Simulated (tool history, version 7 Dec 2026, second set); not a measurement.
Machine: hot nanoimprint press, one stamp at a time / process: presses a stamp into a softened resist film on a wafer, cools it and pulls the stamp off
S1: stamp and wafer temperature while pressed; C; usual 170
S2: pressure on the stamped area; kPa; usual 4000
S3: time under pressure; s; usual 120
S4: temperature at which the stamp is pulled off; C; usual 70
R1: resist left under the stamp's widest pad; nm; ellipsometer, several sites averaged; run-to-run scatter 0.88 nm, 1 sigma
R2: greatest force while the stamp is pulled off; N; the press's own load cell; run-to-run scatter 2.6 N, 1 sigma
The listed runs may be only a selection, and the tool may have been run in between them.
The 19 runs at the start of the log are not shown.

run,hour,S1,S2,S3,S4,R1,R2
20,191,177,4000,120,74,100.9,106
21,201.4,172,5490,92,74,120,104
22,212.3,172,5490,92,74,120.8,107
23,222.5,169,3280,70,77,180,97
24,231.2,169,3370,120,70,154.3,116
25,242.7,175,5270,215,60,77.3,144
26,249.2,175,5270,215,60,77.6,147
27,261.3,175,5270,215,60,76.1,145
28,273.1,179,2900,215,62,86.5,143
29,285.4,179,2900,215,62,86.7,137
30,299.2,171,2550,128,55,158,155

3 ways to go on from here, each from the tool as it stands after run 30. What would each give?
A,312.6,161,4000,80,73,?,?
B,312.6,159,3430,120,70,?,?
C,312.6,160,4200,128,71,?,?

run,R1,R2
A,206.7,112
B,208.7,119
C,192.2,116
With the hidden condition removed and each run's random variation left untouched, the same runs would have given:
run,R1,R2
A,206.7,111
B,208.7,119
C,192.2,115

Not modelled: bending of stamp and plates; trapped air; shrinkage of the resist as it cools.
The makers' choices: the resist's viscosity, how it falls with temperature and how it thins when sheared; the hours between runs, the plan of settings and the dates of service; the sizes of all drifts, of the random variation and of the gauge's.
